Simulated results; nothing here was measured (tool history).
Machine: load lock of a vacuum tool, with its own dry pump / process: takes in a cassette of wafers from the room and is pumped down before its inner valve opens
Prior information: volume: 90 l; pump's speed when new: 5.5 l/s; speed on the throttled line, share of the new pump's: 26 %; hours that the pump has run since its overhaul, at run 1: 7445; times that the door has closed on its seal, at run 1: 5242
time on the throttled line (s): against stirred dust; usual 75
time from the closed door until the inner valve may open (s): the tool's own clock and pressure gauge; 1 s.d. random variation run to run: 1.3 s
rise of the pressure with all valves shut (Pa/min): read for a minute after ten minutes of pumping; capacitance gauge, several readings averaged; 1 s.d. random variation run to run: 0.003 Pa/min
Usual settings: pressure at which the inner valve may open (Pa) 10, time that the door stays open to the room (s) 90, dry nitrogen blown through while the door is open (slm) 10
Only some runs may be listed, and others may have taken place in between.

| run | day | time on the throttled line (s) | pressure at which the inner valve may open (Pa) | time that the door stays open to the room (s) | dry nitrogen blown through while the door is open (slm) | hours that the pump has run since its overhaul | times that the door has closed on its seal | incoming humidity of the room's air, % | time from the closed door until the inner valve may open (s) | rise of the pressure with all valves shut (Pa/min) |
|---|---|---|---|---|---|---|---|---|---|---|
| 1 | 0.000 | 75 | 10 | 90 | 10 | 7445 | 5242 | 47.2 | 218.7 | 0.075 |
| 2 | 4.404 | 75 | 10 | 90 | 10 | 7551 | 5693 | 41.8 | 219.5 | 0.074 |
| 3 | 9.054 | 75 | 10 | 90 | 10 | 7662 | 6170 | 45.6 | 218.3 | 0.080 |
| 4 | 14.304 | 127 | 10 | 90 | 10 | 7788 | 6707 | 46.2 | 258.9 | 0.087 |
| 5 | 21.858 | 75 | 17 | 90 | 10 | 7970 | 7481 | 47.2 | 212.1 | 0.101 |
| 6 | 29.512 | 75 | 17 | 90 | 10 | 8153 | 8266 | 46.1 | 210.9 | 0.104 |
| 7 | 35.262 | 75 | 17 | 90 | 10 | 8291 | 8855 | 43.9 | 211.2 | 0.112 |
| 8 | 42.433 | 75 | 10 | 90 | 10 | 8463 | 9589 | 42.2 | 221.9 | 0.115 |
| 9 | 50.317 | 75 | 10 | 90 | 10 | 8653 | 10397 | 46.5 | 221.2 | 0.132 |
| 10 | 54.312 | 75 | 10 | 90 | 10 | 8749 | 10806 | 46.6 | 219.9 | 0.135 |
| 11 | 61.083 | 41 | 8 | 87 | 28 | 8911 | 11500 | 41.6 | 202.8 | 0.130 |
| 12 | 66.771 | 41 | 8 | 87 | 28 | 9048 | 12082 | 44.0 | 202.4 | 0.140 |
| 13 | 71.892 | 61 | 10 | 43 | 34 | 9171 | 12607 | 47.1 | 212.1 | 0.132 |
| 14 | 79.058 | 44 | 10 | 175 | 8 | 9343 | 13341 | 46.6 | 200.4 | 0.193 |
| 15 | 84.733 | 75 | 9 | 90 | 10 | 9479 | 13922 | 47.1 | 224.2 | 0.185 |
| 16 | 91.658 | 75 | 9 | 90 | 8 | 9645 | 14632 | 42.9 | 227.2 | 0.185 |
| 17 | 99.250 | 75 | 9 | 90 | 8 | 9827 | 15410 | 45.6 | 224.6 | 0.202 |

Alternative continuations, all from the tool just after run 17; predict every row:
| A | 106.133 | 75 | 7 | 90 | 14 | 9992 | 16115 | 45.5 | ? | ? |
| B | 106.133 | 105 | 9 | 53 | 8 | 9992 | 16115 | 48.4 | ? | ? |
| C | 106.133 | 75 | 16 | 44 | 8 | 9992 | 16115 | 48.9 | ? | ? |

| run | time from the closed door until the inner valve may open (s) | rise of the pressure with all valves shut (Pa/min) |
|---|---|---|
| A | 231.9 | 0.206 |
| B | 247.3 | 0.206 |
| C | 214.9 | 0.203 |
The same runs, with their run-to-run variation unchanged, on a tool lacking any hidden condition would have given:
| run | time from the closed door until the inner valve may open (s) | rise of the pressure with all valves shut (Pa/min) |
|---|---|---|
| A | 214.3 | 0.036 |
| B | 231.3 | 0.030 |
| C | 199.4 | 0.031 |
